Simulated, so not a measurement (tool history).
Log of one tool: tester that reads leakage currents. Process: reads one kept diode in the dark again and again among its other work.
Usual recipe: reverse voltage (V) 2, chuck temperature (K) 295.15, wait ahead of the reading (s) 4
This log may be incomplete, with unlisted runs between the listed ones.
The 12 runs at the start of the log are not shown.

run    hour  reverse voltage (V)  chuck temperature (K)  wait ahead of the reading (s)  current that the tester gives (pA)
 13     556                    2                 295.15                              4                               23.53
 14   594.2                    2                 295.15                            4.3                               23.42
 15   624.8                    2                 295.15                            4.3                               23.46
 16   673.3                    2                 295.15                            4.3                               23.55
 17   706.3                    2                 295.15                           3.99                               23.66
 18   743.7                    2                 295.15                           3.99                               23.44
 19   796.4                    2                 303.15                           3.99                               49.98
 20   850.1                    2                 303.15                           3.99                               50.09
 21   908.5                    2                 303.15                           3.99                               50.04
 22   946.4                    2                 293.15                           0.76                               19.95
 23  1014.9                    2                 293.15                           0.76                               20.08

The next listed run, before its measurement:
 24  1079.3                18.14                 293.15                           0.85                                   ?

current that the tester gives (pA): 75.69
Take away the tool's hidden state, keep the run-to-run variation as it was, and the same run would have given current that the tester gives (pA) 75.65.
